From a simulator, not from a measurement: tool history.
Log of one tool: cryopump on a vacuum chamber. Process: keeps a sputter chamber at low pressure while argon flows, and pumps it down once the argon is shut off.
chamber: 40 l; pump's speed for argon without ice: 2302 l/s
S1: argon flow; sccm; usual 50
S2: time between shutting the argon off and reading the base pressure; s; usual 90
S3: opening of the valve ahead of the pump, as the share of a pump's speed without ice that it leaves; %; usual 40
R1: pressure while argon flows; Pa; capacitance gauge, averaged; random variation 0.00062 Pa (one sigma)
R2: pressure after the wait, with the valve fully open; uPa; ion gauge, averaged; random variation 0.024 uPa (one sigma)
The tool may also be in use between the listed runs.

run     day  S1  S2  S3      R1    R2
  1   0.000  50  90  40  0.0929  1.08
  2   1.083  50  90  40  0.0923  1.04
  3   3.300  50  90  40  0.0933  1.07
  4   4.712  50  90  40  0.0951  1.03
  5   6.083  50  90  40  0.0946  1.13
  6   7.312  21  79  40  0.0397  1.21
  7   8.821  21  79  40  0.0404  1.23
  8  10.033  21  79  40  0.0396  1.19
  9  11.671  45  23  16  0.2102  3.14
 10  12.867  45  23  16  0.2107  3.16

The same runs without the tool's hidden state, with the same run-to-run variation:
The hidden state here: pump's speed, % of a pump's without ice; cold plate's temperature, K; leak into the chamber, uPa l/s; drift of the gauge itself on working_pa, %; drift of the gauge itself on base_upa, %.
run      R1    R2
  1  0.0920  0.86
  2  0.0912  0.81
  3  0.0915  0.82
  4  0.0929  0.78
  5  0.0920  0.86
  6  0.0385  0.94
  7  0.0390  0.96
  8  0.0380  0.90
  9  0.2063  2.85
 10  0.2065  2.87

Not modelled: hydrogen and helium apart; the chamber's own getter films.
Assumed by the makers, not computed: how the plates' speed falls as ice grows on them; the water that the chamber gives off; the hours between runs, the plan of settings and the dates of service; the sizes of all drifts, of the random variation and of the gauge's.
